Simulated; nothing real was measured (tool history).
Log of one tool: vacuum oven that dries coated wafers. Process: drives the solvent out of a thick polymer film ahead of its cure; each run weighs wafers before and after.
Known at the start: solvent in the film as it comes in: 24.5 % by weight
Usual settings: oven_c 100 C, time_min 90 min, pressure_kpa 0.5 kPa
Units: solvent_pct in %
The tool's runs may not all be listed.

{"run": 1, "hour": 0.0, "oven_c": 100, "time_min": 90, "pressure_kpa": 0.5, "solvent_pct": 1.6}
{"run": 2, "hour": 47.3, "oven_c": 100, "time_min": 90, "pressure_kpa": 0.5, "solvent_pct": 1.61}
{"run": 3, "hour": 85.2, "oven_c": 100, "time_min": 90, "pressure_kpa": 0.607, "solvent_pct": 1.65}
{"run": 4, "hour": 138.3, "oven_c": 100, "time_min": 90, "pressure_kpa": 0.607, "solvent_pct": 1.63}
{"run": 5, "hour": 199.3, "oven_c": 100, "time_min": 90, "pressure_kpa": 0.607, "solvent_pct": 1.64}
{"run": 6, "hour": 237.4, "oven_c": 113, "time_min": 90, "pressure_kpa": 0.65, "solvent_pct": 0.31}
{"run": 7, "hour": 285.8, "oven_c": 113, "time_min": 90, "pressure_kpa": 0.65, "solvent_pct": 0.29}
{"run": 8, "hour": 345.9, "oven_c": 113, "time_min": 93, "pressure_kpa": 0.33, "solvent_pct": 0.24}
{"run": 9, "hour": 398.2, "oven_c": 91, "time_min": 48, "pressure_kpa": 0.957, "solvent_pct": 9.02}
{"run": 10, "hour": 434.8, "oven_c": 100, "time_min": 156, "pressure_kpa": 1.635, "solvent_pct": 0.88}

Forecast each of these 4 alternatives for the next run:
{"run": "A", "hour": 485.3, "oven_c": 100, "time_min": 112, "pressure_kpa": 0.274, "solvent_pct": "?"}
{"run": "B", "hour": 485.3, "oven_c": 100, "time_min": 141, "pressure_kpa": 0.267, "solvent_pct": "?"}
{"run": "C", "hour": 485.3, "oven_c": 99, "time_min": 59, "pressure_kpa": 0.36, "solvent_pct": "?"}
{"run": "D", "hour": 485.3, "oven_c": 90, "time_min": 124, "pressure_kpa": 1.635, "solvent_pct": "?"}

run=A solvent_pct=0.88
run=B solvent_pct=0.5
run=C solvent_pct=3.9
run=D solvent_pct=3.51
Without the tool's hidden state the same runs would have given:
run=A solvent_pct=0.86
run=B solvent_pct=0.42
run=C solvent_pct=4.07
run=D solvent_pct=3.61
